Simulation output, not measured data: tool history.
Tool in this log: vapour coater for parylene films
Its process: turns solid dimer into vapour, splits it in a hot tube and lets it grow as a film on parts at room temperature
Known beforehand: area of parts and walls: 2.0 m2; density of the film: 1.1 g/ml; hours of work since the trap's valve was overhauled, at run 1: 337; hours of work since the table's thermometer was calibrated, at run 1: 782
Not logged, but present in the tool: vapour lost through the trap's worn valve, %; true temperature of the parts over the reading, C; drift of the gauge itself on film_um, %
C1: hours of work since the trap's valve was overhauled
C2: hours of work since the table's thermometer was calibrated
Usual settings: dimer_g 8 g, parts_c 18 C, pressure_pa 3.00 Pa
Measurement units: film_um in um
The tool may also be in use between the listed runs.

Run 1, hour 0.0: usual settings; C1 337; C2 782. Result: film_um 2.37 um.
Run 2, hour 37.0: usual settings; C1 355; C2 799. Result: film_um 2.37 um.
Run 3, hour 88.1: usual settings; C1 379; C2 824. Result: film_um 2.36 um.
Run 4, hour 126.4: usual settings but pressure_pa 2.16 Pa; C1 398; C2 842. Result: film_um 2.39 um.
Run 5, hour 176.8: usual settings; C1 422; C2 866. Result: film_um 2.30 um.
Run 6, hour 233.4: usual settings but parts_c 17 C; C1 449; C2 893. Result: film_um 2.40 um.
Run 7, hour 270.7: usual settings but parts_c 17 C; C1 467; C2 911. Result: film_um 2.41 um.
Run 8, hour 317.1: usual settings but dimer_g 13 g, parts_c 17 C; C1 489; C2 933. Result: film_um 3.85 um.
Run 9, hour 384.0: usual settings but dimer_g 13 g, parts_c 17 C; C1 521; C2 965. Result: film_um 3.82 um.
Run 10, hour 458.6: usual settings but dimer_g 13 g, parts_c 17 C; C1 556; C2 1001. Result: film_um 3.81 um.
At hour 477.3: trap's valve overhauled.
Run 11, hour 501.4: usual settings but dimer_g 13 g, parts_c 17 C; C1 12; C2 1019. Result: film_um 4.41 um.
Run 12, hour 531.3: usual settings; C1 26; C2 1034. Result: film_um 2.57 um.
Run 13, hour 589.5: usual settings; C1 54; C2 1061. Result: film_um 2.55 um.
Run 14, hour 649.5: usual settings; C1 82; C2 1090. Result: film_um 2.53 um.
Run 15, hour 719.8: usual settings; C1 116; C2 1124. Result: film_um 2.47 um.
Run 16, hour 790.8: usual settings; C1 150; C2 1158. Result: film_um 2.47 um.
Run 17, hour 846.6: usual settings but pressure_pa 3.78 Pa; C1 177; C2 1184. Result: film_um 2.40 um.
Run 18, hour 905.4: usual settings but pressure_pa 3.78 Pa; C1 205; C2 1213. Result: film_um 2.35 um.
Run 19, hour 967.2: usual settings but pressure_pa 3.78 Pa; C1 234; C2 1242. Result: film_um 2.38 um.
Run 20, hour 1029.7: usual settings; C1 264; C2 1272. Result: film_um 2.41 um.
Run 21, hour 1064.5: usual settings; C1 281; C2 1289. Result: film_um 2.39 um.
Run 22, hour 1122.2: usual settings; C1 308; C2 1316. Result: film_um 2.36 um.
Run 23, hour 1162.8: usual settings; C1 328; C2 1336. Result: film_um 2.33 um.
Run 24, hour 1203.7: usual settings but parts_c 25 C, pressure_pa 6.60 Pa; C1 347; C2 1355. Result: film_um 1.54 um.
Run 25, hour 1240.8: usual settings but dimer_g 10 g, parts_c 22 C; C1 365; C2 1373. Result: film_um 2.42 um.
Run 26, hour 1288.2: usual settings but dimer_g 10 g, parts_c 17 C, pressure_pa 9.40 Pa; C1 388; C2 1395. Result: film_um 2.78 um.
Run 27, hour 1349.1: usual settings but dimer_g 10 g, parts_c 14 C, pressure_pa 3.04 Pa; C1 417; C2 1425. Result: film_um 3.44 um.
Run 28, hour 1393.9: usual settings but dimer_g 4 g, parts_c 14 C, pressure_pa 5.26 Pa; C1 438; C2 1446. Result: film_um 1.31 um.
Run 29, hour 1430.4: usual settings but dimer_g 4 g, parts_c 14 C, pressure_pa 5.26 Pa; C1 456; C2 1464. Result: film_um 1.28 um.
Run 30, hour 1493.9: usual settings but dimer_g 4 g, parts_c 11 C, pressure_pa 2.23 Pa; C1 486; C2 1494. Result: film_um 1.55 um.
At hour 1499.9: table's thermometer calibrated.
Run 31, hour 1557.1: usual settings but dimer_g 9 g, pressure_pa 6.34 Pa; C1 516; C2 27. Result: film_um 2.32 um.
Run 32, hour 1604.4: usual settings but parts_c 20 C; C1 538; C2 50. Result: film_um 2.00 um.
At hour 1661.6: trap's valve overhauled.
Run 33, hour 1663.1: usual settings but parts_c 20 C; C1 1; C2 76. Result: film_um 2.36 um.
Run 34, hour 1705.1: usual settings but pressure_pa 4.09 Pa; C1 21; C2 96. Result: film_um 2.47 um.
Run 35, hour 1741.5: usual settings but pressure_pa 4.09 Pa; C1 38; C2 114. Result: film_um 2.42 um.
Run 36, hour 1804.4: usual settings but parts_c 15 C, pressure_pa 4.78 Pa; C1 68; C2 144. Result: film_um 2.78 um.
Run 37, hour 1849.7: usual settings but parts_c 15 C, pressure_pa 4.78 Pa; C1 90; C2 165. Result: film_um 2.77 um.
Run 38, hour 1912.5: usual settings but dimer_g 4 g, parts_c 21 C, pressure_pa 10.36 Pa; C1 120; C2 195. Result: film_um 0.97 um.
At hour 1944.2: table's thermometer calibrated, once more.
Run 39, hour 1981.1: usual settings but dimer_g 4 g, parts_c 21 C, pressure_pa 10.36 Pa; C1 152; C2 18. Result: film_um 1.00 um.
Run 40, hour 2051.8: usual settings but dimer_g 4 g, parts_c 21 C, pressure_pa 10.36 Pa; C1 186; C2 51. Result: film_um 1.00 um.
Run 41, hour 2095.0: usual settings but dimer_g 4 g, parts_c 11 C, pressure_pa 10.36 Pa; C1 207; C2 72. Result: film_um 1.60 um.
Run 42, hour 2130.4: usual settings but dimer_g 3 g, parts_c 20 C, pressure_pa 3.48 Pa; C1 224; C2 89. Result: film_um 0.84 um.
Run 43, hour 2170.4: usual settings but parts_c 20 C, pressure_pa 10.19 Pa; C1 243; C2 108. Result: film_um 2.07 um.

Measured result minus the same run's result without the hidden state. Both carry the same run-to-run variation, though not necessarily the same gauge scatter:
run  film_um
  1    -0.27
  2    -0.30
  3    -0.32
  4    -0.33
  5    -0.34
  6    -0.38
  7    -0.39
  8    -0.66
  9    -0.69
 10    -0.73
 11    -0.13
 12    -0.09
 13    -0.11
 14    -0.13
 15    -0.16
 16    -0.18
 17    -0.20
 18    -0.21
 19    -0.23
 20    -0.26
 21    -0.27
 22    -0.29
 23    -0.30
 24    -0.21
 25    -0.35
 26    -0.42
 27    -0.56
 28    -0.22
 29    -0.23
 30    -0.23
 31    -0.48
 32    -0.42
 33    -0.10
 34    -0.12
 35    -0.14
 36    -0.18
 37    -0.19
 38    -0.08
 39    -0.04
 40    -0.05
 41    -0.09
 42    -0.05
 43    -0.15
